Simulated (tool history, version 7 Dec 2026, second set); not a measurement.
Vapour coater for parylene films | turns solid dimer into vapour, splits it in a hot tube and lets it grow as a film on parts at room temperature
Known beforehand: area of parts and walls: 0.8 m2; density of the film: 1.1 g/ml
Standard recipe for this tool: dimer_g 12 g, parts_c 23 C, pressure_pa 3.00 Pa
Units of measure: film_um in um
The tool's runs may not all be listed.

run,hour,dimer_g,parts_c,pressure_pa,film_um
1,0.0,12,23,3.00,6.96
2,43.3,12,23,3.00,6.95
3,93.4,12,23,3.00,6.80
4,160.4,12,23,3.00,6.91
5,230.0,12,23,3.00,6.96
6,304.1,12,27,3.00,6.01
7,356.5,12,27,11.47,5.45
8,425.3,12,27,11.47,5.51
9,492.6,6,23,3.00,3.48
# hour 514.2: trap's valve overhauled
10,537.0,11,23,3.00,6.41
11,595.1,11,33,3.00,4.52
12,633.5,11,33,3.00,4.50
13,677.0,12,26,3.00,6.14
14,745.1,12,26,3.00,6.18
15,809.5,12,26,3.00,6.08
16,858.9,12,23,11.83,6.31
17,913.3,12,23,11.83,6.35
18,945.6,12,25,3.00,6.41
19,998.1,12,25,3.00,6.35
# hour 1025.6: trap's valve overhauled
20,1068.7,12,25,3.00,6.50
21,1127.0,12,23,3.00,6.95
22,1182.1,7,23,3.00,4.02
23,1238.5,12,23,3.00,6.97
24,1276.5,8,23,6.85,4.41
25,1328.5,8,23,6.85,4.34
26,1408.4,8,23,6.85,4.36
27,1454.4,13,15,10.60,9.04

Estimate the outcome of run 28 from the log above:
28,1503.9,10,15,10.60,?

Run 28 came out at film_um 7.10 um.
Take away the tool's hidden state, keep the run-to-run variation as it was, and the same run would have given film_um 7.12 um.
